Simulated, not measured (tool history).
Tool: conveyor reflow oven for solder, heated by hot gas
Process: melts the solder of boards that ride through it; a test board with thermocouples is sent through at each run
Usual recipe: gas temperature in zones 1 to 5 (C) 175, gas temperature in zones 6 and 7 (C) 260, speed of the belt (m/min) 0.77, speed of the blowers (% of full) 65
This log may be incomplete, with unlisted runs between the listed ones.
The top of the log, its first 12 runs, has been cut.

run	hour	gas temperature in zones 1 to 5 (C)	gas temperature in zones 6 and 7 (C)	speed of the belt (m/min)	speed of the blowers (% of full)	highest temperature of the board (C)	time above the solder's melting point (s)
13	161.3	175	260	0.807	65	236.5	30.4
14	173.7	175	260	0.807	65	235.9	30.3
15	184.4	175	260	0.77	65	237.9	33.7
16	200.4	179	262	0.64	52	242.5	48.7
17	218.1	179	267	0.64	62	250	55.1
18	235.9	164	260	0.77	65	234.8	28.4
19	254.8	187	267	0.778	56	242.4	41.4
20	271.2	175	267	0.896	65	236.5	27
21	288.6	186	267	0.896	65	239.9	32.6
22	305.2	186	267	0.896	51	234.1	25
23	319.8	179	273	0.896	72	244.2	34.2
24	336.6	185	260	0.797	65	238.4	36.7
25	351.3	189	257	0.73	68	240.9	44.7
26	368.2	188	257	0.897	69	233.3	28.7
27	386.4	161	272	0.773	71	244.9	36.2
28	401	173	262	0.77	65	238	33.6
29	417.1	173	262	0.77	65	237.8	33.1
30	429.5	174	260	0.77	83	241.4	38

5 options for the next run, each taken on its own from the tool as it stands now. Forecast them:
A	443.8	175	260	0.747	65	?	?
B	443.8	169	263	0.692	83	?	?
C	443.8	166	248	0.786	83	?	?
D	443.8	174	260	0.778	83	?	?
E	443.8	175	260	0.77	65	?	?

run	highest temperature of the board (C)	time above the solder's melting point (s)
A	237.7	35.4
B	246.6	46
C	228.9	22.7
D	240.7	37.1
E	236.7	32.7
What these runs would have given with no unlogged condition in the tool:
run	highest temperature of the board (C)	time above the solder's melting point (s)
A	241.3	39.7
B	250.4	49.7
C	232.9	28.9
D	244.8	41.3
E	240.4	37.1
